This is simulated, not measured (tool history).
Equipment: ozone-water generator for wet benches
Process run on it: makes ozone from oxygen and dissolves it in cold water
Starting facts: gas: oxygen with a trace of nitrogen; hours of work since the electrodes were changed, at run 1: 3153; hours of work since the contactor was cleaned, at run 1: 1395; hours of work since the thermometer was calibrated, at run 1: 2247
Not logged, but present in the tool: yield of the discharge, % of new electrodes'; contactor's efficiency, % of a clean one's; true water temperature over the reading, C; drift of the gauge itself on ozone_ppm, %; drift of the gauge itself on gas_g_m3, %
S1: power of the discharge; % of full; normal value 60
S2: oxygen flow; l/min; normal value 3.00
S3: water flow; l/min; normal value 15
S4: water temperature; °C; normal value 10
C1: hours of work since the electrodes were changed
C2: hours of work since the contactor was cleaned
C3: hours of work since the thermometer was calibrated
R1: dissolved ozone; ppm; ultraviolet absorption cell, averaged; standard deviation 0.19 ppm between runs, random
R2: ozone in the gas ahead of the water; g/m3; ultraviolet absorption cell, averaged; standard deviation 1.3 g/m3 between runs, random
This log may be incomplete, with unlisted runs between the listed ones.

run    hour  S1    S2  S3  S4    C1    C2    C3    R1     R2
  1     0.0  60  3.00  15  10  3153  1395  2247  26.9  234.1
  2    68.8  60  3.00  15  10  3209  1452  2303  26.5  232.8
  3   205.9  60  3.00  15  10  3321  1564  2416  26.5  232.0
  4   292.8  60  3.00  15  10  3393  1635  2487  26.8  232.9
  5   379.6  60  3.00  15  10  3464  1707  2558  26.6  233.8
  6   463.4  60  3.00  15  10  3533  1775  2627  26.9  230.3
  7   587.2  60  3.00  15  10  3634  1877  2728  26.2  231.6
  8   666.5  60  3.00  15  11  3699  1942  2793  26.3  229.7
  9   794.6  60  3.00  15  11  3804  2047  2898  26.3  231.1
 10   919.4  60  3.00  15  11  3907  2150  3001  26.3  232.6
 11  1011.5  60  3.00  14  11  3982  2225  3076  27.8  232.6
 12  1136.5  60  3.00  14  11  4085  2328  3179  28.1  230.8
 13  1208.1  60  3.00  11  10  4144  2386  3238  34.3  230.7
 14  1271.3  60  3.00  15  10  4195  2438  3289  26.7  232.9
 15  1372.0  60  3.00  15  10  4278  2521  3372  26.6  232.6
 16  1499.3  60  3.00  15  10  4382  2625  3477  26.6  232.0
 17  1627.6  60  1.89  10  14  4488  2731  3582  34.0  298.9
 18  1751.3  48  3.00  18  10  4589  2832  3683  19.0  198.6
 19  1889.0  43  2.46   9   5  4702  2945  3796  33.4  202.8
 20  1955.0  43  2.46   9   5  4756  2999  3850  33.5  203.8
 21  2096.3  43  2.46   9   7  4872  3115  3966  32.6  206.3
 22  2189.9  43  2.46   9   7  4949  3192  4043  32.2  204.5
 23  2292.3  43  2.46   9   7  5033  3276  4127  32.8  203.9
 24  2433.8  43  2.46   9   7  5149  3392  4243  32.7  204.9
 25  2574.3  61  1.86  13   7  5264  3507  4358  29.2  303.7
 26  2659.3  61  1.86  13   7  5334  3577  4428  29.0  306.3
     2666.1  -- water thermometer calibrated
 27  2803.8  70  1.86  13  11  5452  3695   113  31.7  330.4
 28  2904.7  70  1.86  13  11  5535  3778   196  30.9  338.9
 29  3044.2  47  3.54  15  10  5649  3892   310  22.9  176.6
 30  3107.9  60  2.58  14   6  5702  3944   362  28.9  250.4
 31  3182.9  46  2.58  14   7  5763  4006   424  23.9  208.8
 32  3264.2  41  3.69  10   6  5830  4073   491  30.2  159.9

Alternative continuations, all from the tool just after run 32; predict every row:
  A  3326.1  44  3.00  15  10  5881  4123  541   ?   ?
  B  3326.1  60  3.00  15  16  5881  4123  541   ?   ?
  C  3326.1  54  3.00  15  10  5881  4123  541   ?   ?
  D  3326.1  86  3.69  10   6  5881  4123  541   ?   ?
  E  3326.1  40  2.72  15  10  5881  4123  541   ?   ?

run    R1     R2
  A  21.3  184.7
  B  24.8  232.5
  C  25.1  212.6
  D  50.8  263.6
  E  20.0  183.6
Had the tool no hidden state, the same runs would have come out as:
run    R1     R2
  A  21.3  184.9
  B  24.8  232.8
  C  25.2  212.9
  D  50.9  264.1
  E  20.0  183.7
